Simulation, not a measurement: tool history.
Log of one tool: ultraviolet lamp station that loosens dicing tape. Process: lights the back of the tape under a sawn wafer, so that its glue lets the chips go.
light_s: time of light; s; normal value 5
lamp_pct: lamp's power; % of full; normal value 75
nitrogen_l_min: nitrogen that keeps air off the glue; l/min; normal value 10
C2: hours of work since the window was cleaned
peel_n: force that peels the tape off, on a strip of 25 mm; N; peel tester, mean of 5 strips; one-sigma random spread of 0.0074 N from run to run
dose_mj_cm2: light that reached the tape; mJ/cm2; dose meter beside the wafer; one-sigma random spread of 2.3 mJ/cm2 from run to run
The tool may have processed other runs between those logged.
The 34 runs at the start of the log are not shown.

{"run": 35, "hour": 396.5, "light_s": 5, "lamp_pct": 69, "nitrogen_l_min": 4, "hours of work of the lamp": 282, "C2": 63, "peel_n": 0.877, "dose_mj_cm2": 175}
{"run": 36, "hour": 407.0, "light_s": 5, "lamp_pct": 69, "nitrogen_l_min": 16, "hours of work of the lamp": 289, "C2": 70, "peel_n": 0.291, "dose_mj_cm2": 180}
{"run": 37, "hour": 413.8, "light_s": 5, "lamp_pct": 75, "nitrogen_l_min": 13, "hours of work of the lamp": 294, "C2": 75, "peel_n": 0.286, "dose_mj_cm2": 193}
{"run": 38, "hour": 427.9, "light_s": 3, "lamp_pct": 62, "nitrogen_l_min": 3, "hours of work of the lamp": 303, "C2": 84, "peel_n": 3.011, "dose_mj_cm2": 94}
{"run": 39, "hour": 436.9, "light_s": 5, "lamp_pct": 75, "nitrogen_l_min": 9, "hours of work of the lamp": 309, "C2": 90, "peel_n": 0.371, "dose_mj_cm2": 189}
{"run": 40, "hour": 447.5, "light_s": 3, "lamp_pct": 72, "nitrogen_l_min": 9, "hours of work of the lamp": 316, "C2": 97, "peel_n": 1.145, "dose_mj_cm2": 106}
{"run": 41, "hour": 454.1, "light_s": 4, "lamp_pct": 72, "nitrogen_l_min": 5, "hours of work of the lamp": 321, "C2": 102, "peel_n": 1.096, "dose_mj_cm2": 138}
{"run": 42, "hour": 467.6, "light_s": 5, "lamp_pct": 80, "nitrogen_l_min": 18, "hours of work of the lamp": 330, "C2": 111, "peel_n": 0.225, "dose_mj_cm2": 196}

Below are 4 alternative next runs, each starting from the tool's condition after run 42. Predict each:
{"run": "A", "hour": 479.7, "light_s": 5, "lamp_pct": 97, "nitrogen_l_min": 8, "hours of work of the lamp": 338, "C2": 119, "peel_n": "?", "dose_mj_cm2": "?"}
{"run": "B", "hour": 479.7, "light_s": 10, "lamp_pct": 82, "nitrogen_l_min": 8, "hours of work of the lamp": 338, "C2": 119, "peel_n": "?", "dose_mj_cm2": "?"}
{"run": "C", "hour": 479.7, "light_s": 5, "lamp_pct": 75, "nitrogen_l_min": 14, "hours of work of the lamp": 338, "C2": 119, "peel_n": "?", "dose_mj_cm2": "?"}
{"run": "D", "hour": 479.7, "light_s": 6, "lamp_pct": 67, "nitrogen_l_min": 6, "hours of work of the lamp": 338, "C2": 119, "peel_n": "?", "dose_mj_cm2": "?"}

run=A peel_n=0.272 dose_mj_cm2=235
run=B peel_n=0.175 dose_mj_cm2=399
run=C peel_n=0.28 dose_mj_cm2=183
run=D peel_n=0.459 dose_mj_cm2=194
Had the tool no hidden state, the same runs would have come out as:
run=A peel_n=0.227 dose_mj_cm2=272
run=B peel_n=0.173 dose_mj_cm2=462
run=C peel_n=0.229 dose_mj_cm2=212
run=D peel_n=0.338 dose_mj_cm2=224
